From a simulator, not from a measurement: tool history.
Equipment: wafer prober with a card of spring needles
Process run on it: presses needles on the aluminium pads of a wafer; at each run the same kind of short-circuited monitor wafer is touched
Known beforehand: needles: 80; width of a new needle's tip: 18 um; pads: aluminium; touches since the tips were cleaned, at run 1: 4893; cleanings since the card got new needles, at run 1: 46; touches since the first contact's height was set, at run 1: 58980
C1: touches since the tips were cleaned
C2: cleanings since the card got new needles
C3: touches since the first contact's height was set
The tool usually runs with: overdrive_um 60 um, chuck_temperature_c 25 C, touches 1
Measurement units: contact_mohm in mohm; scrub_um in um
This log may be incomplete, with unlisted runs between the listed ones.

run 1 hour=0 | overdrive_um=60 chuck_temperature_c=25 touches=1 | C1=4893 C2=46 C3=58980 | contact_mohm=219 scrub_um=13.86
-- hour=5 tips cleaned on abrasive film
run 2 hour=10 | overdrive_um=60 chuck_temperature_c=25 touches=1 | C1=2863 C2=47 C3=64702 | contact_mohm=218 scrub_um=13.86
-- hour=18.3 tips cleaned on abrasive film
run 3 hour=23.9 | overdrive_um=60 chuck_temperature_c=25 touches=1 | C1=3229 C2=48 C3=72737 | contact_mohm=218 scrub_um=13.85
-- hour=31.6 tips cleaned on abrasive film
run 4 hour=36.9 | overdrive_um=60 chuck_temperature_c=25 touches=1 | C1=3060 C2=49 C3=80234 | contact_mohm=213 scrub_um=13.89
-- hour=44.2 tips cleaned on abrasive film
run 5 hour=55.9 | overdrive_um=60 chuck_temperature_c=25 touches=1 | C1=6810 C2=50 C3=91235 | contact_mohm=214 scrub_um=13.89
-- hour=57.9 tips cleaned on abrasive film
-- hour=64.4 height of the first contact set anew
run 6 hour=69.1 | overdrive_um=60 chuck_temperature_c=25 touches=1 | C1=6312 C2=51 C3=2699 | contact_mohm=218 scrub_um=13.89
-- hour=70.5 tips cleaned on abrasive film
run 7 hour=79.3 | overdrive_um=62 chuck_temperature_c=25 touches=1 | C1=5095 C2=52 C3=8576 | contact_mohm=217 scrub_um=14.36
-- hour=83.3 tips cleaned on abrasive film
-- hour=96.8 tips cleaned on abrasive film
run 8 hour=97.3 | overdrive_um=60 chuck_temperature_c=28 touches=1 | C1=295 C2=54 C3=18920 | contact_mohm=220 scrub_um=13.91
-- hour=110 tips cleaned on abrasive film
run 9 hour=120.6 | overdrive_um=60 chuck_temperature_c=28 touches=1 | C1=6175 C2=55 C3=32389 | contact_mohm=214 scrub_um=13.91
-- hour=123 tips cleaned on abrasive film
-- hour=135.5 tips cleaned on abrasive film
run 10 hour=145.1 | overdrive_um=60 chuck_temperature_c=25 touches=1 | C1=5590 C2=57 C3=46502 | contact_mohm=219 scrub_um=13.9
-- hour=147.8 tips cleaned on abrasive film
-- hour=160.3 tips cleaned on abrasive film
run 11 hour=163.2 | overdrive_um=60 chuck_temperature_c=25 touches=1 | C1=1664 C2=59 C3=56892 | contact_mohm=217 scrub_um=13.95
-- hour=173.9 tips cleaned on abrasive film
run 12 hour=181.6 | overdrive_um=63 chuck_temperature_c=52 touches=3 | C1=4477 C2=60 C3=67525 | contact_mohm=220 scrub_um=14.64
-- hour=186.7 tips cleaned on abrasive film
run 13 hour=192.9 | overdrive_um=54 chuck_temperature_c=31 touches=3 | C1=3605 C2=61 C3=74049 | contact_mohm=221 scrub_um=12.56
-- hour=200.4 tips cleaned on abrasive film
run 14 hour=211.2 | overdrive_um=54 chuck_temperature_c=31 touches=3 | C1=6264 C2=62 C3=84578 | contact_mohm=225 scrub_um=12.56
-- hour=212.5 tips cleaned on abrasive film
-- hour=226 tips cleaned on abrasive film
-- hour=231.5 height of the first contact set anew
run 15 hour=232.3 | overdrive_um=54 chuck_temperature_c=31 touches=3 | C1=3516 C2=64 C3=478 | contact_mohm=221 scrub_um=12.6
-- hour=238.5 tips cleaned on abrasive film
-- hour=252.1 tips cleaned on abrasive film
run 16 hour=253 | overdrive_um=62 chuck_temperature_c=99 touches=1 | C1=478 C2=66 C3=12347 | contact_mohm=232 scrub_um=14.45
-- hour=265.4 tips cleaned on abrasive film
run 17 hour=272.1 | overdrive_um=60 chuck_temperature_c=46 touches=2 | C1=3869 C2=67 C3=23408 | contact_mohm=228 scrub_um=14
-- hour=279.4 tips cleaned on abrasive film
run 18 hour=282.3 | overdrive_um=44 chuck_temperature_c=41 touches=1 | C1=1695 C2=68 C3=29295 | contact_mohm=230 scrub_um=10.27
-- hour=292.3 tips cleaned on abrasive film
run 19 hour=295.3 | overdrive_um=61 chuck_temperature_c=26 touches=1 | C1=1714 C2=69 C3=36748 | contact_mohm=216 scrub_um=14.24
-- hour=304.7 tips cleaned on abrasive film
run 20 hour=312.1 | overdrive_um=61 chuck_temperature_c=26 touches=1 | C1=4291 C2=70 C3=46465 | contact_mohm=215 scrub_um=14.24

Below are 4 alternative next runs, each starting from the tool's condition after run 20. Predict each:
-- hour=317.4 tips cleaned on abrasive film
-- hour=330.3 tips cleaned on abrasive film
run A hour=334.3 | overdrive_um=79 chuck_temperature_c=79 touches=2 | C1=2306 C2=72 C3=59226 | contact_mohm=? scrub_um=?
-- hour=317.4 tips cleaned on abrasive film
-- hour=330.3 tips cleaned on abrasive film
run B hour=334.3 | overdrive_um=62 chuck_temperature_c=75 touches=1 | C1=2306 C2=72 C3=59226 | contact_mohm=? scrub_um=?
-- hour=317.4 tips cleaned on abrasive film
-- hour=330.3 tips cleaned on abrasive film
run C hour=334.3 | overdrive_um=42 chuck_temperature_c=25 touches=1 | C1=2306 C2=72 C3=59226 | contact_mohm=? scrub_um=?
-- hour=317.4 tips cleaned on abrasive film
-- hour=330.3 tips cleaned on abrasive film
run D hour=334.3 | overdrive_um=50 chuck_temperature_c=25 touches=1 | C1=2306 C2=72 C3=59226 | contact_mohm=? scrub_um=?

run=A contact_mohm=226 scrub_um=18.46
run=B contact_mohm=230 scrub_um=14.49
run=C contact_mohm=227 scrub_um=9.82
run=D contact_mohm=218 scrub_um=11.7
Had the tool no hidden state, the same runs would have come out as:
run=A contact_mohm=226 scrub_um=18.24
run=B contact_mohm=229 scrub_um=14.32
run=C contact_mohm=226 scrub_um=9.71
run=D contact_mohm=218 scrub_um=11.57

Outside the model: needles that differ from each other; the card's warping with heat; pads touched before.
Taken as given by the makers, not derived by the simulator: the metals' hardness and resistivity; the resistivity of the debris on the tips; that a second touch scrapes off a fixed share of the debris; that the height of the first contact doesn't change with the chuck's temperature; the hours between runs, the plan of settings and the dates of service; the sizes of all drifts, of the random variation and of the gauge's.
